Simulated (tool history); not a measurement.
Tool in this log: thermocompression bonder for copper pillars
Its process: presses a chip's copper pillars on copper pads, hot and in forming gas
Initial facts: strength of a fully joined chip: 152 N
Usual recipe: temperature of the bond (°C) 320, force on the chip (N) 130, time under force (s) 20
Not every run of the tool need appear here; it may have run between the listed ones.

| run | hour | temperature of the bond (°C) | force on the chip (N) | time under force (s) | force that shears a chip off (N) |
|---|---|---|---|---|---|
| 1 | 0 | 320 | 130 | 20 | 105.7 |
| 2 | 19.5 | 320 | 130 | 20 | 103.8 |
| 3 | 33.1 | 320 | 124 | 20 | 104.3 |
| 4 | 48.1 | 320 | 173 | 20 | 116.6 |
| 5 | 57.8 | 320 | 173 | 20 | 115.5 |
| 6 | 67.2 | 320 | 173 | 20 | 119.5 |
| 7 | 78.2 | 320 | 173 | 20 | 118.8 |
| 8 | 87.1 | 320 | 173 | 20 | 119.3 |
| 9 | 98.1 | 321 | 94 | 58 | 118.9 |
| 10 | 117.5 | 321 | 94 | 58 | 119 |
| 11 | 132 | 321 | 94 | 58 | 118.2 |
| 12 | 146.5 | 320 | 133 | 25 | 112.6 |
| 13 | 158.5 | 320 | 176 | 59 | 139.4 |
| 14 | 175.1 | 328 | 145 | 48 | 134.2 |
| 15 | 187.7 | 348 | 87 | 12 | 94.1 |
| 16 | 207.7 | 340 | 84 | 28 | 111.6 |

Results for each run, recomputed without the tool's hidden state and with each run's random variation untouched:
Hidden conditions of the tool in this case: true temperature of the bond over the reading, C; force that reaches the chip, % of what is set; oxide that the forming gas leaves, % of the face; drift of the gauge itself on shear_n, %.
| run | force that shears a chip off (N) |
|---|---|
| 1 | 105.5 |
| 2 | 103.8 |
| 3 | 104.5 |
| 4 | 117.1 |
| 5 | 116.1 |
| 6 | 120.2 |
| 7 | 119.7 |
| 8 | 120.3 |
| 9 | 120 |
| 10 | 120.4 |
| 11 | 119.8 |
| 12 | 114.3 |
| 13 | 141.7 |
| 14 | 136.7 |
| 15 | 96.1 |
| 16 | 114.2 |

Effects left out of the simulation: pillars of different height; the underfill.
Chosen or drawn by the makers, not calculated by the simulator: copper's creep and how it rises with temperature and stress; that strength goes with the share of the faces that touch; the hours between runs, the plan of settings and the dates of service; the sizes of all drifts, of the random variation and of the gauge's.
